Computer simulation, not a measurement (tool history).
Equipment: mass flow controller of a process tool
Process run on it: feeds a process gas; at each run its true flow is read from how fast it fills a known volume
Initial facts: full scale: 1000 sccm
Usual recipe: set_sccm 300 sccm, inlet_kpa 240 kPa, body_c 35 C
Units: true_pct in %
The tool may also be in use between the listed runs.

run    hour  set_sccm  inlet_kpa  body_c  true_pct
  1       0       300        240      35     99.76
  2   323.8       364        240      35     99.57
  3   517.6       364        240      35     99.67
  4   755.3       300        240      29    100.74
  5  1056.7       300        240      29    100.82
  6  1396.3       300        240      31    100.72
  7  1610.5       300        240      31    100.81
  8  2023.9       937        240      35    100.39
  9  2382.9       937        240      35    100.54
 10  2691.5       937        240      35    100.64
 11  2946.7       937        240      35    100.67
 12  3174.1       940        162      23    101.77
 13    3498       215        227      24     103.8
 14  3750.2       922        227      22    102.17
 15  4158.9       922        227      22    101.25
 16  4486.5       922        227      22    101.25
 17  4722.7       922        227      22     101.4
 18  5052.8       922        227      22    101.25
 19  5298.4       119        227      22    100.45
 20  5528.8       300        172      35     98.69
 21  5863.8       300        172      35     98.75

The log once held 2 entries between its listed runs, left out of this copy. Where does each go, and what is different about the tool's unlogged condition between the listed run before it and the listed run after it?
Between runs 8 and 9: controller's zero set anew (hour 2050.4)
  flow at rest that the sensor doesn't see, % of full scale: 0.738 -> 0.921; true flow over the shown one, %: 0.65 -> 0.68
  measured minus no-state result, true_pct: +1.43 -> +1.67 %
Between runs 14 and 15: controller's zero set anew, once more (hour 3899.2)
  flow at rest that the sensor doesn't see, % of full scale: 1.036 -> 0.035; true flow over the shown one, %: 0.82 -> 0.85
  measured minus no-state result, true_pct: +1.94 -> +0.89 %
